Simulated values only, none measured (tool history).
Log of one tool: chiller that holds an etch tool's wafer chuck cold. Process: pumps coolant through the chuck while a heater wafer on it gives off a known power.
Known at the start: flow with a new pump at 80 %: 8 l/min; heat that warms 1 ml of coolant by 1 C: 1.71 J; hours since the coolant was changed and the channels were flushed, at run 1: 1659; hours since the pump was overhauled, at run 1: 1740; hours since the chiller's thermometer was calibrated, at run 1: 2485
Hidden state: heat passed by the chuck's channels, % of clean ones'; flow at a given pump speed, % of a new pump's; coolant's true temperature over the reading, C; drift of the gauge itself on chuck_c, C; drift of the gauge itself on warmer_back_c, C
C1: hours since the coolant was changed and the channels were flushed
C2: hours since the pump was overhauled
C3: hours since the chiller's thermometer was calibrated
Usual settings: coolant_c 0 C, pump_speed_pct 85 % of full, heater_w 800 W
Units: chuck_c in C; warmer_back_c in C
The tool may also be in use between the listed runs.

run 1 hour=0.0 | coolant_c=0 pump_speed_pct=85 heater_w=800 | C1=1659 C2=1740 C3=2485 | chuck_c=5.8 warmer_back_c=3.35
run 2 hour=25.4 | coolant_c=-10 pump_speed_pct=85 heater_w=800 | C1=1684 C2=1765 C3=2510 | chuck_c=-4.2 warmer_back_c=3.30
run 3 hour=58.5 | coolant_c=-10 pump_speed_pct=85 heater_w=800 | C1=1717 C2=1798 C3=2544 | chuck_c=-4.1 warmer_back_c=3.22
run 4 hour=100.0 | coolant_c=-10 pump_speed_pct=85 heater_w=800 | C1=1759 C2=1840 C3=2585 | chuck_c=-4.4 warmer_back_c=3.29
run 5 hour=124.2 | coolant_c=-10 pump_speed_pct=85 heater_w=800 | C1=1783 C2=1864 C3=2609 | chuck_c=-4.3 warmer_back_c=3.26
run 6 hour=166.8 | coolant_c=0 pump_speed_pct=62 heater_w=800 | C1=1826 C2=1907 C3=2652 | chuck_c=7.1 warmer_back_c=4.56
run 7 hour=200.0 | coolant_c=0 pump_speed_pct=62 heater_w=800 | C1=1859 C2=1940 C3=2685 | chuck_c=7.2 warmer_back_c=4.54
run 8 hour=220.9 | coolant_c=0 pump_speed_pct=90 heater_w=800 | C1=1880 C2=1961 C3=2706 | chuck_c=5.4 warmer_back_c=3.14
run 9 hour=257.8 | coolant_c=0 pump_speed_pct=90 heater_w=800 | C1=1917 C2=1998 C3=2743 | chuck_c=5.4 warmer_back_c=3.08
run 10 hour=288.2 | coolant_c=0 pump_speed_pct=93 heater_w=800 | C1=1947 C2=2028 C3=2773 | chuck_c=5.5 warmer_back_c=2.99
run 11 hour=325.0 | coolant_c=0 pump_speed_pct=85 heater_w=834 | C1=1984 C2=2065 C3=2810 | chuck_c=6.0 warmer_back_c=3.48
run 12 hour=348.7 | coolant_c=0 pump_speed_pct=91 heater_w=800 | C1=2008 C2=2088 C3=2834 | chuck_c=5.3 warmer_back_c=3.11
run 13 hour=377.9 | coolant_c=0 pump_speed_pct=91 heater_w=800 | C1=2037 C2=2118 C3=2863 | chuck_c=5.4 warmer_back_c=3.09
run 14 hour=411.6 | coolant_c=0 pump_speed_pct=85 heater_w=800 | C1=2070 C2=2151 C3=2897 | chuck_c=5.7 warmer_back_c=3.29
run 15 hour=442.9 | coolant_c=0 pump_speed_pct=85 heater_w=800 | C1=2102 C2=2183 C3=2928 | chuck_c=5.7 warmer_back_c=3.32
run 16 hour=485.5 | coolant_c=0 pump_speed_pct=85 heater_w=800 | C1=2144 C2=2225 C3=2970 | chuck_c=5.8 warmer_back_c=3.34
run 17 hour=535.2 | coolant_c=-7 pump_speed_pct=97 heater_w=888 | C1=2194 C2=2275 C3=3020 | chuck_c=-1.2 warmer_back_c=3.18
run 18 hour=564.5 | coolant_c=8 pump_speed_pct=85 heater_w=800 | C1=2223 C2=2304 C3=3049 | chuck_c=13.9 warmer_back_c=3.31
run 19 hour=602.0 | coolant_c=8 pump_speed_pct=85 heater_w=800 | C1=2261 C2=2342 C3=3087 | chuck_c=13.7 warmer_back_c=3.33
run 20 hour=653.4 | coolant_c=1 pump_speed_pct=75 heater_w=800 | C1=2312 C2=2393 C3=3138 | chuck_c=7.2 warmer_back_c=3.76
run 21 hour=675.1 | coolant_c=1 pump_speed_pct=75 heater_w=800 | C1=2334 C2=2415 C3=3160 | chuck_c=7.4 warmer_back_c=3.74
run 22 hour=713.0 | coolant_c=-6 pump_speed_pct=77 heater_w=846 | C1=2372 C2=2453 C3=3198 | chuck_c=0.5 warmer_back_c=3.85
run 23 hour=745.0 | coolant_c=1 pump_speed_pct=68 heater_w=800 | C1=2404 C2=2485 C3=3230 | chuck_c=7.9 warmer_back_c=4.11
run 24 hour=785.1 | coolant_c=1 pump_speed_pct=61 heater_w=800 | C1=2444 C2=2525 C3=3270 | chuck_c=8.4 warmer_back_c=4.58
run 25 hour=817.9 | coolant_c=3 pump_speed_pct=97 heater_w=1126 | C1=2477 C2=2558 C3=3303 | chuck_c=10.5 warmer_back_c=4.06
run 26 hour=853.5 | coolant_c=0 pump_speed_pct=86 heater_w=800 | C1=2512 C2=2593 C3=3339 | chuck_c=5.7 warmer_back_c=3.28
run 27 hour=890.5 | coolant_c=6 pump_speed_pct=100 heater_w=1056 | C1=2549 C2=2630 C3=3376 | chuck_c=13.0 warmer_back_c=3.71
run 28 hour=924.8 | coolant_c=0 pump_speed_pct=85 heater_w=567 | C1=2584 C2=2664 C3=3410 | chuck_c=4.1 warmer_back_c=2.36
run 29 hour=953.7 | coolant_c=1 pump_speed_pct=62 heater_w=800 | C1=2613 C2=2693 C3=3439 | chuck_c=8.2 warmer_back_c=4.50
run 30 hour=985.6 | coolant_c=6 pump_speed_pct=92 heater_w=948 | C1=2644 C2=2725 C3=3471 | chuck_c=12.7 warmer_back_c=3.62
run 31 hour=1029.3 | coolant_c=6 pump_speed_pct=92 heater_w=948 | C1=2688 C2=2769 C3=3514 | chuck_c=12.4 warmer_back_c=3.64

Forecast each of these 3 alternatives for the next run:
run A hour=1076.7 | coolant_c=-2 pump_speed_pct=85 heater_w=589 | C1=2736 C2=2816 C3=3562 | chuck_c=? warmer_back_c=?
run B hour=1076.7 | coolant_c=-5 pump_speed_pct=85 heater_w=800 | C1=2736 C2=2816 C3=3562 | chuck_c=? warmer_back_c=?
run C hour=1076.7 | coolant_c=-4 pump_speed_pct=92 heater_w=1011 | C1=2736 C2=2816 C3=3562 | chuck_c=? warmer_back_c=?

run=A chuck_c=2.1 warmer_back_c=2.52
run=B chuck_c=0.8 warmer_back_c=3.33
run=C chuck_c=2.8 warmer_back_c=3.85
Without the tool's hidden state the same runs would have given:
run=A chuck_c=2.1 warmer_back_c=2.51
run=B chuck_c=0.8 warmer_back_c=3.32
run=C chuck_c=2.8 warmer_back_c=3.84
